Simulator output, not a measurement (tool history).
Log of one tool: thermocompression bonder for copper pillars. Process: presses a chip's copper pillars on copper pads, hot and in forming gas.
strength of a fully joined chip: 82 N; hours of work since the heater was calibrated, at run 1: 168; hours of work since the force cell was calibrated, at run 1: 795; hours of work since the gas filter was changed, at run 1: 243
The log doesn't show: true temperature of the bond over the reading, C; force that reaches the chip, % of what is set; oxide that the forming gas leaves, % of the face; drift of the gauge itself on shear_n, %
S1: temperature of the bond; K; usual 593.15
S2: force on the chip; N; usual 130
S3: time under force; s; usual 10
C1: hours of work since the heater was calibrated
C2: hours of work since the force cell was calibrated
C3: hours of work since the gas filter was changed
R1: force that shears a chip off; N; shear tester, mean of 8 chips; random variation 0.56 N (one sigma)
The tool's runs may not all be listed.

run 1 hour=0 | S1=593.15 S2=130 S3=10 | C1=168 C2=795 C3=243 | R1=51.7
run 2 hour=51 | S1=584.15 S2=130 S3=10 | C1=192 C2=820 C3=268 | R1=48.4
run 3 hour=97.9 | S1=584.15 S2=104 S3=10 | C1=215 C2=843 C3=290 | R1=43.2
run 4 hour=140.7 | S1=618.15 S2=130 S3=10 | C1=236 C2=863 C3=311 | R1=59.8
run 5 hour=188.1 | S1=618.15 S2=130 S3=10 | C1=258 C2=886 C3=334 | R1=59.9
run 6 hour=230.8 | S1=618.15 S2=94 S3=10 | C1=279 C2=907 C3=354 | R1=52.1
run 7 hour=270.1 | S1=593.15 S2=130 S3=10 | C1=298 C2=926 C3=373 | R1=52
-- hour=273.1 forming gas filter changed
run 8 hour=324.5 | S1=563.15 S2=130 S3=10 | C1=324 C2=952 C3=25 | R1=40.3
run 9 hour=371 | S1=615.15 S2=86 S3=16 | C1=346 C2=974 C3=47 | R1=56.8
run 10 hour=394.2 | S1=617.15 S2=85 S3=16 | C1=358 C2=985 C3=58 | R1=56.3
run 11 hour=431.4 | S1=593.15 S2=122 S3=10 | C1=376 C2=1003 C3=76 | R1=49.6
run 12 hour=479.7 | S1=593.15 S2=122 S3=10 | C1=399 C2=1026 C3=100 | R1=50.6
run 13 hour=525.3 | S1=594.15 S2=133 S3=30 | C1=421 C2=1048 C3=122 | R1=67.9
run 14 hour=550.8 | S1=614.15 S2=127 S3=9 | C1=433 C2=1061 C3=134 | R1=55.6
run 15 hour=578 | S1=614.15 S2=79 S3=9 | C1=446 C2=1074 C3=147 | R1=44.8
run 16 hour=621.2 | S1=593.15 S2=140 S3=16 | C1=467 C2=1095 C3=168 | R1=61

5 ways to go on from here, each from the tool as it stands after run 16. What would each give?
run A hour=672.2 | S1=615.15 S2=141 S3=15 | C1=492 C2=1119 C3=192 | R1=?
run B hour=672.2 | S1=593.15 S2=172 S3=7 | C1=492 C2=1119 C3=192 | R1=?
run C hour=672.2 | S1=593.15 S2=153 S3=23 | C1=492 C2=1119 C3=192 | R1=?
run D hour=672.2 | S1=598.15 S2=101 S3=5 | C1=492 C2=1119 C3=192 | R1=?
run E hour=672.2 | S1=617.15 S2=130 S3=16 | C1=492 C2=1119 C3=192 | R1=?

run=A R1=66.2
run=B R1=52.9
run=C R1=67.9
run=D R1=37.1
run=E R1=65.2
Without the tool's hidden state the same runs would have given:
run=A R1=66.4
run=B R1=53.1
run=C R1=68.1
run=D R1=37.3
run=E R1=65.4
